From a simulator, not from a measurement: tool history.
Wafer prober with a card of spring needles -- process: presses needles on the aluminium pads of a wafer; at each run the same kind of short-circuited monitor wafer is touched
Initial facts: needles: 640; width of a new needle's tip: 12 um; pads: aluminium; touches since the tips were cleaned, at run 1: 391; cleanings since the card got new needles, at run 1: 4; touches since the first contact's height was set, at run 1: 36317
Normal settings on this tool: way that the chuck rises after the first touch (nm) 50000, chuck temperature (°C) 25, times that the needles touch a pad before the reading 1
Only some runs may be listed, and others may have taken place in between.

| run | hour | way that the chuck rises after the first touch (nm) | chuck temperature (°C) | times that the needles touch a pad before the reading | touches since the tips were cleaned | cleanings since the card got new needles | touches since the first contact's height was set | resistance of one needle with its contact and lead (mohm) | way that a needle slides on the pad (nm) |
|---|---|---|---|---|---|---|---|---|---|
| 1 | 0 | 50000 | 25 | 1 | 391 | 4 | 36317 | 235 | 12419 |
| 2 | 8.7 | 50000 | 25 | 1 | 4116 | 4 | 40042 | 338 | 12431 |
|  | 19.9 | tips cleaned on abrasive film |
| 3 | 22.8 | 50000 | 25 | 1 | 1231 | 5 | 46008 | 446 | 12392 |
|  | 40.2 | tips cleaned on abrasive film |
| 4 | 40.2 | 50000 | 25 | 1 | 0 | 6 | 53382 | 215 | 12394 |
| 5 | 54.7 | 50000 | 25 | 1 | 6180 | 6 | 59562 | 368 | 12388 |
|  | 61.1 | tips cleaned on abrasive film |
| 6 | 68.2 | 50000 | 25 | 1 | 3006 | 7 | 65280 | 326 | 12369 |
| 7 | 78.6 | 50000 | 25 | 1 | 7458 | 7 | 69732 | 372 | 12374 |
|  | 81.3 | tips cleaned on abrasive film |
|  | 91.7 | tips cleaned on abrasive film, once more |
| 8 | 95.3 | 48000 | 25 | 1 | 1548 | 9 | 76780 | 278 | 11836 |
| 9 | 108.8 | 48000 | 25 | 1 | 7296 | 9 | 82528 | 390 | 11854 |
|  | 113.2 | tips cleaned on abrasive film |
| 10 | 123 | 56000 | 25 | 1 | 4181 | 10 | 88547 | 319 | 13843 |
|  | 133.4 | tips cleaned on abrasive film |
| 11 | 138.9 | 54000 | 65 | 1 | 2339 | 11 | 95303 | 293 | 13330 |
| 12 | 147.2 | 54000 | 65 | 1 | 5868 | 11 | 98832 | 340 | 13329 |
|  | 154.4 | tips cleaned on abrasive film |
| 13 | 155 | 54000 | 65 | 1 | 220 | 12 | 102108 | 238 | 13315 |
| 14 | 170.4 | 54000 | 65 | 1 | 6815 | 12 | 108703 | 362 | 13310 |

Run 15 is up next; what results do you expect?
|  | 175.4 | tips cleaned on abrasive film |
| 15 | 184.8 | 62000 | 113 | 1 | 4044 | 13 | 114812 | ? | ? |

resistance of one needle with its contact and lead (mohm): 310
way that a needle slides on the pad (nm): 15273
Without the tool's hidden state the same run would have given resistance of one needle with its contact and lead (mohm) 221, way that a needle slides on the pad (nm) 15452.
